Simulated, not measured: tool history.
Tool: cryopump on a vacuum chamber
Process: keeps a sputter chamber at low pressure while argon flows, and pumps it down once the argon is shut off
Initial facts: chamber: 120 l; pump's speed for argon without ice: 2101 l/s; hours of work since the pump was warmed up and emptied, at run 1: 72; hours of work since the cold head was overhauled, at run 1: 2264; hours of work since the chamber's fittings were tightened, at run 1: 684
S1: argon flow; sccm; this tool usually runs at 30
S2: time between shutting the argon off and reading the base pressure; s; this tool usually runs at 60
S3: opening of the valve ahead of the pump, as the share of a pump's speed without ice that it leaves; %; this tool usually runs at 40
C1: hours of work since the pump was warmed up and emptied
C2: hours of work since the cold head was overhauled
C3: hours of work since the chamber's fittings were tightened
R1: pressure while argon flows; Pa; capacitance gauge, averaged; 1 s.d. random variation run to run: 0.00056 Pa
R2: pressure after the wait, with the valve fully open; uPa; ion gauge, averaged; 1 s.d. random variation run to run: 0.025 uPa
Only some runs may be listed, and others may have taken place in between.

{"run": 1, "hour": 0.0, "S1": 30, "S2": 60, "S3": 40, "C1": 72, "C2": 2264, "C3": 684, "R1": 0.0615, "R2": 1.1}
{"run": 2, "hour": 82.7, "S1": 17, "S2": 60, "S3": 40, "C1": 112, "C2": 2304, "C3": 724, "R1": 0.0344, "R2": 1.14}
{"run": 3, "hour": 176.5, "S1": 30, "S2": 60, "S3": 40, "C1": 158, "C2": 2349, "C3": 770, "R1": 0.0612, "R2": 1.14}
{"run": 4, "hour": 293.7, "S1": 30, "S2": 60, "S3": 40, "C1": 215, "C2": 2406, "C3": 827, "R1": 0.0632, "R2": 1.15}
{"run": 5, "hour": 418.5, "S1": 30, "S2": 60, "S3": 22, "C1": 275, "C2": 2467, "C3": 887, "R1": 0.1135, "R2": 1.16}
{"run": 6, "hour": 470.5, "S1": 25, "S2": 60, "S3": 40, "C1": 301, "C2": 2492, "C3": 912, "R1": 0.0535, "R2": 1.16}
{"run": 7, "hour": 591.5, "S1": 30, "S2": 129, "S3": 40, "C1": 359, "C2": 2551, "C3": 971, "R1": 0.0633, "R2": 0.69}
{"run": 8, "hour": 702.4, "S1": 30, "S2": 129, "S3": 40, "C1": 413, "C2": 2605, "C3": 1025, "R1": 0.0645, "R2": 0.71}
{"run": 9, "hour": 784.4, "S1": 30, "S2": 129, "S3": 40, "C1": 453, "C2": 2644, "C3": 1065, "R1": 0.0647, "R2": 0.75}
{"run": 10, "hour": 897.8, "S1": 30, "S2": 60, "S3": 40, "C1": 508, "C2": 2699, "C3": 1120, "R1": 0.066, "R2": 1.21}
{"run": 11, "hour": 1003.5, "S1": 30, "S2": 60, "S3": 40, "C1": 559, "C2": 2751, "C3": 1171, "R1": 0.0659, "R2": 1.24}
{"run": 12, "hour": 1080.0, "S1": 30, "S2": 60, "S3": 45, "C1": 597, "C2": 2788, "C3": 1208, "R1": 0.0589, "R2": 1.2}
{"run": 13, "hour": 1189.1, "S1": 30, "S2": 60, "S3": 45, "C1": 650, "C2": 2841, "C3": 1261, "R1": 0.0601, "R2": 1.25}
{"hour": 1246.9, "done": "pump warmed up, emptied and cooled again"}
{"run": 14, "hour": 1254.4, "S1": 30, "S2": 60, "S3": 45, "C1": 4, "C2": 2870, "C3": 1291, "R1": 0.0545, "R2": 1.18}
{"run": 15, "hour": 1356.7, "S1": 30, "S2": 60, "S3": 45, "C1": 53, "C2": 2920, "C3": 1340, "R1": 0.0551, "R2": 1.18}
{"run": 16, "hour": 1482.5, "S1": 30, "S2": 166, "S3": 17, "C1": 114, "C2": 2981, "C3": 1401, "R1": 0.1426, "R2": 0.62}
{"run": 17, "hour": 1595.7, "S1": 34, "S2": 166, "S3": 47, "C1": 169, "C2": 3036, "C3": 1456, "R1": 0.0609, "R2": 0.66}
{"run": 18, "hour": 1648.0, "S1": 21, "S2": 166, "S3": 23, "C1": 195, "C2": 3061, "C3": 1482, "R1": 0.0753, "R2": 0.69}
{"run": 19, "hour": 1730.7, "S1": 21, "S2": 35, "S3": 21, "C1": 235, "C2": 3101, "C3": 1522, "R1": 0.0824, "R2": 1.84}
{"run": 20, "hour": 1813.3, "S1": 13, "S2": 60, "S3": 17, "C1": 275, "C2": 3142, "C3": 1562, "R1": 0.0626, "R2": 1.24}
{"run": 21, "hour": 1926.6, "S1": 30, "S2": 66, "S3": 52, "C1": 330, "C2": 3197, "C3": 1617, "R1": 0.05, "R2": 1.17}
{"run": 22, "hour": 2033.0, "S1": 30, "S2": 66, "S3": 52, "C1": 382, "C2": 3248, "C3": 1669, "R1": 0.0503, "R2": 1.18}
{"run": 23, "hour": 2106.5, "S1": 30, "S2": 66, "S3": 52, "C1": 417, "C2": 3284, "C3": 1704, "R1": 0.0516, "R2": 1.24}
{"run": 24, "hour": 2211.9, "S1": 25, "S2": 33, "S3": 17, "C1": 469, "C2": 3335, "C3": 1756, "R1": 0.1228, "R2": 1.98}
{"run": 25, "hour": 2264.4, "S1": 27, "S2": 60, "S3": 55, "C1": 494, "C2": 3361, "C3": 1781, "R1": 0.0444, "R2": 1.3}
{"run": 26, "hour": 2317.9, "S1": 27, "S2": 60, "S3": 55, "C1": 520, "C2": 3387, "C3": 1807, "R1": 0.0438, "R2": 1.26}
{"run": 27, "hour": 2424.8, "S1": 35, "S2": 59, "S3": 34, "C1": 572, "C2": 3439, "C3": 1859, "R1": 0.0898, "R2": 1.33}

What if the next run were any one of these 3? Each begins from the tool's condition after run 27:
{"run": "A", "hour": 2522.3, "S1": 54, "S2": 164, "S3": 30, "C1": 619, "C2": 3486, "C3": 1906, "R1": "?", "R2": "?"}
{"run": "B", "hour": 2522.3, "S1": 55, "S2": 85, "S3": 34, "C1": 619, "C2": 3486, "C3": 1906, "R1": "?", "R2": "?"}
{"run": "C", "hour": 2522.3, "S1": 35, "S2": 35, "S3": 34, "C1": 619, "C2": 3486, "C3": 1906, "R1": "?", "R2": "?"}

run=A R1=0.1575 R2=0.81
run=B R1=0.1414 R2=1.04
run=C R1=0.0906 R2=1.96
Had the tool no hidden state, the same runs would have come out as:
run=A R1=0.1453 R2=0.48
run=B R1=0.129 R2=0.72
run=C R1=0.0828 R2=1.63
